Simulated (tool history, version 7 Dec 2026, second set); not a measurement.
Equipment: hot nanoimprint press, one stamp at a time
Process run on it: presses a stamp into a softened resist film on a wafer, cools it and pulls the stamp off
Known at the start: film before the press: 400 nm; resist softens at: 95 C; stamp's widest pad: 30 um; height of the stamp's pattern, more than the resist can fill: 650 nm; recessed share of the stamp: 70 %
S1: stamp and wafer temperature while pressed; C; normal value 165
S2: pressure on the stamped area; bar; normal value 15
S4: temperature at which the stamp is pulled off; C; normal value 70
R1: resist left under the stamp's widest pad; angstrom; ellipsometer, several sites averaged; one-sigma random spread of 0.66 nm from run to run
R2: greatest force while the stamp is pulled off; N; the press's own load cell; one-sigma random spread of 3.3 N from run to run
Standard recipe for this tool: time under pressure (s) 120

run 1 day=0 | S1=165 S2=15 time_under_pressure_(s)=120 S4=70 | R1=1676 R2=165
run 2 day=1.638 | S1=165 S2=15 time_under_pressure_(s)=64 S4=70 | R1=2108 R2=167
run 3 day=3.088 | S1=165 S2=15 time_under_pressure_(s)=64 S4=70 | R1=2093 R2=177
run 4 day=4.35 | S1=165 S2=15 time_under_pressure_(s)=120 S4=70 | R1=1674 R2=176
run 5 day=5.454 | S1=165 S2=15 time_under_pressure_(s)=120 S4=70 | R1=1682 R2=181
run 6 day=6.404 | S1=165 S2=15 time_under_pressure_(s)=120 S4=70 | R1=1694 R2=184
run 7 day=7.479 | S1=165 S2=15 time_under_pressure_(s)=120 S4=70 | R1=1686 R2=185
run 8 day=8.338 | S1=165 S2=15 time_under_pressure_(s)=120 S4=70 | R1=1697 R2=185
run 9 day=10.05 | S1=165 S2=15 time_under_pressure_(s)=73 S4=70 | R1=2028 R2=207
run 10 day=11.738 | S1=165 S2=15 time_under_pressure_(s)=120 S4=70 | R1=1708 R2=211
-- day=12.904 plate thermocouple calibrated
run 11 day=13.633 | S1=165 S2=15 time_under_pressure_(s)=120 S4=70 | R1=1718 R2=201
run 12 day=14.983 | S1=165 S2=15 time_under_pressure_(s)=120 S4=70 | R1=1729 R2=213
run 13 day=15.892 | S1=165 S2=15 time_under_pressure_(s)=120 S4=70 | R1=1722 R2=212
run 14 day=17.492 | S1=165 S2=15 time_under_pressure_(s)=120 S4=70 | R1=1722 R2=217
run 15 day=18.967 | S1=165 S2=15 time_under_pressure_(s)=120 S4=70 | R1=1729 R2=217
run 16 day=19.875 | S1=162 S2=15 time_under_pressure_(s)=80 S4=74 | R1=2312 R2=204
run 17 day=20.633 | S1=162 S2=15 time_under_pressure_(s)=80 S4=74 | R1=2306 R2=202
run 18 day=22.433 | S1=162 S2=15 time_under_pressure_(s)=80 S4=74 | R1=2330 R2=215
run 19 day=23.346 | S1=160 S2=15.4 time_under_pressure_(s)=100 S4=74 | R1=2344 R2=220
-- day=23.729 plate thermocouple calibrated, once more
run 20 day=24.712 | S1=160 S2=9.9 time_under_pressure_(s)=104 S4=74 | R1=2596 R2=217
run 21 day=25.833 | S1=160 S2=20.6 time_under_pressure_(s)=145 S4=74 | R1=1745 R2=219
run 22 day=26.842 | S1=160 S2=20.6 time_under_pressure_(s)=145 S4=74 | R1=1749 R2=228
run 23 day=28.217 | S1=160 S2=15 time_under_pressure_(s)=62 S4=61 | R1=2617 R2=323
-- day=28.575 stamp cleaned and given a new release coat
run 24 day=30.104 | S1=165 S2=15 time_under_pressure_(s)=120 S4=60 | R1=1661 R2=208
run 25 day=31.717 | S1=165 S2=12.8 time_under_pressure_(s)=120 S4=77 | R1=1771 R2=138
run 26 day=32.575 | S1=165 S2=12.8 time_under_pressure_(s)=120 S4=77 | R1=1783 R2=134
run 27 day=33.529 | S1=165 S2=12.8 time_under_pressure_(s)=120 S4=67 | R1=1787 R2=184
run 28 day=34.321 | S1=163 S2=21.4 time_under_pressure_(s)=74 S4=64 | R1=1897 R2=203
run 29 day=35.896 | S1=174 S2=21.4 time_under_pressure_(s)=74 S4=64 | R1=1068 R2=206
run 30 day=37.038 | S1=174 S2=18.6 time_under_pressure_(s)=121 S4=64 | R1=940 R2=220

Measured result minus the same run's result without the hidden state. Both carry the same run-to-run variation, though not necessarily the same gauge scatter:
Hidden conditions of the tool in this case: true temperature over the reading, C; pressure that arrives at the usual setting, %; grip of the stamp's worn release coat, % over a new coat's; drift of the gauge itself on residual_nm, %; drift of the gauge itself on pull_off_n, %.
run=1 R1=+48 R2=+10
run=2 R1=+59 R2=+14
run=3 R1=+64 R2=+20
run=4 R1=+60 R2=+23
run=5 R1=+62 R2=+26
run=6 R1=+66 R2=+29
run=7 R1=+68 R2=+32
run=8 R1=+70 R2=+34
run=9 R1=+82 R2=+43
run=10 R1=+79 R2=+49
run=11 R1=+93 R2=+51
run=12 R1=+98 R2=+58
run=13 R1=+99 R2=+60
run=14 R1=+103 R2=+65
run=15 R1=+107 R2=+69
run=16 R1=+128 R2=+66
run=17 R1=+129 R2=+67
run=18 R1=+136 R2=+75
run=19 R1=+142 R2=+78
run=20 R1=+10 R2=+75
run=21 R1=+41 R2=+78
run=22 R1=+44 R2=+84
run=23 R1=+35 R2=+123
run=24 R1=+36 R2=+6
run=25 R1=+35 R2=+7
run=26 R1=+37 R2=+9
run=27 R1=+40 R2=+15
run=28 R1=+71 R2=+19
run=29 R1=+49 R2=+25
run=30 R1=+39 R2=+31
